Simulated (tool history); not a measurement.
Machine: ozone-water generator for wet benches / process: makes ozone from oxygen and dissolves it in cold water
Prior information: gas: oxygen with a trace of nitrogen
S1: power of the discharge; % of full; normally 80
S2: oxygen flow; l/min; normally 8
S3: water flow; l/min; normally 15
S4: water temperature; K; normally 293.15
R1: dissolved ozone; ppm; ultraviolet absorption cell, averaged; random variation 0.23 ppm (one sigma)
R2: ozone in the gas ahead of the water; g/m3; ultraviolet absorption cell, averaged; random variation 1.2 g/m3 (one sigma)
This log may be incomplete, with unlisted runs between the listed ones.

| run | hour | S1 | S2 | S3 | S4 | R1 | R2 |
|---|---|---|---|---|---|---|---|
| 1 | 0 | 80 | 8 | 15 | 293.15 | 31.6 | 218.2 |
| 2 | 54.8 | 80 | 8 | 15 | 293.15 | 30.8 | 213.2 |
| 3 | 82.2 | 80 | 8 | 15 | 293.15 | 31.1 | 217.1 |
| 4 | 132.5 | 80 | 8 | 15 | 293.15 | 31 | 218 |
| 5 | 170.1 | 80 | 7.45 | 15 | 293.15 | 31 | 219.9 |
| 6 | 222.7 | 47 | 7.45 | 15 | 293.15 | 20.4 | 148.7 |
| 7 | 265.1 | 47 | 7.45 | 15 | 293.15 | 20.7 | 148.5 |
| 8 | 316.7 | 47 | 7.45 | 15 | 293.15 | 20.5 | 147 |
| 9 | 340.5 | 47 | 7.45 | 15 | 293.15 | 20.4 | 147.5 |
| 10 | 364.7 | 40 | 8 | 10 | 291.15 | 23 | 127.7 |
|  | 367.7 | water thermometer calibrated |
| 11 | 415.9 | 40 | 8 | 10 | 291.15 | 22.8 | 128.3 |
| 12 | 452.9 | 40 | 4.84 | 15 | 293.15 | 17.8 | 152.8 |
| 13 | 497.3 | 80 | 5.66 | 15 | 297.15 | 27.7 | 244.3 |
|  | 505.9 | water thermometer calibrated, once more |
| 14 | 521.4 | 80 | 5.66 | 15 | 297.15 | 28.2 | 244.3 |
| 15 | 575.9 | 62 | 10.95 | 13 | 293.15 | 26.6 | 159.2 |
| 16 | 605.3 | 62 | 5.9 | 13 | 293.15 | 27.3 | 201.3 |
| 17 | 628 | 62 | 5.9 | 13 | 293.15 | 27.6 | 198.5 |

Each run again, without the hidden state but with its own random variation kept:
The tool's hidden condition here consists of: yield of the discharge, % of new electrodes'; contactor's efficiency, % of a clean one's; true water temperature over the reading, C; drift of the gauge itself on ozone_ppm, %; drift of the gauge itself on gas_g_m3, %.
| run | R1 | R2 |
|---|---|---|
| 1 | 35.1 | 225.4 |
| 2 | 34.3 | 220.5 |
| 3 | 34.7 | 224.7 |
| 4 | 34.7 | 225.8 |
| 5 | 34.7 | 228 |
| 6 | 22.6 | 152.2 |
| 7 | 22.9 | 152 |
| 8 | 22.7 | 150.7 |
| 9 | 22.7 | 151.1 |
| 10 | 25.2 | 130.3 |
| 11 | 25.1 | 131 |
| 12 | 19.7 | 156.1 |
| 13 | 31.4 | 254.9 |
| 14 | 31.6 | 254.9 |
| 15 | 29.6 | 165.1 |
| 16 | 30.4 | 208.8 |
| 17 | 30.7 | 206 |
